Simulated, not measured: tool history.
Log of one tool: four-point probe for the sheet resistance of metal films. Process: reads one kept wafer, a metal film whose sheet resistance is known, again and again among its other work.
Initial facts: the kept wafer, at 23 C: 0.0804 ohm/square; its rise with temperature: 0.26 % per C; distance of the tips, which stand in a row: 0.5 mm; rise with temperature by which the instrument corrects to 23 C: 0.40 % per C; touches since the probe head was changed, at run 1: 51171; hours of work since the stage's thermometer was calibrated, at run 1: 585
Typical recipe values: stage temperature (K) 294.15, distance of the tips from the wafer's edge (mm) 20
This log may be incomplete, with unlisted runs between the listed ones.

run	hour	stage temperature (K)	distance of the tips from the wafer's edge (mm)	touches since the probe head was changed	hours of work since the stage's thermometer was calibrated	sheet resistance as the instrument gives it (ohm/square)
1	0	294.15	20	51171	585	0.080641
2	16.8	294.15	20	52170	597	0.080661
3	32.6	308.15	20	53115	608	0.079213
4	47.1	308.15	20	53980	618	0.079209
5	57.6	308.15	20	54602	626	0.079227
6	74.6	294.15	20	55614	638	0.080672
7	87.2	294.15	20	56366	647	0.080658
8	101.6	293.15	20	57221	657	0.080762
9	121.1	294.15	9	58383	671	0.080738
10	134.2	291.15	10	59166	680	0.081034
11	157.2	298.15	4	60535	696	0.080847
12	175.9	298.15	17	61647	709	0.080292
13	194.8	298.15	17	62771	723	0.080252
14	204.3	303.15	37	63337	729	0.079704
15	217.7	303.15	37	64140	739	0.079696
16	238.4	308.15	3	65372	753	0.080347
# hour 248.9: new probe head fitted
17	255.7	306.15	3	399	765	0.08055

Hidden state at the last listed run before each entry between runs and at the first one after, where it differs:
Between runs 16 and 17: new probe head fitted (hour 248.9)
  inner tips' distance over the nominal, %: 0.018 -> 0.002; tips' flats over new ones', %: 1 -> 0
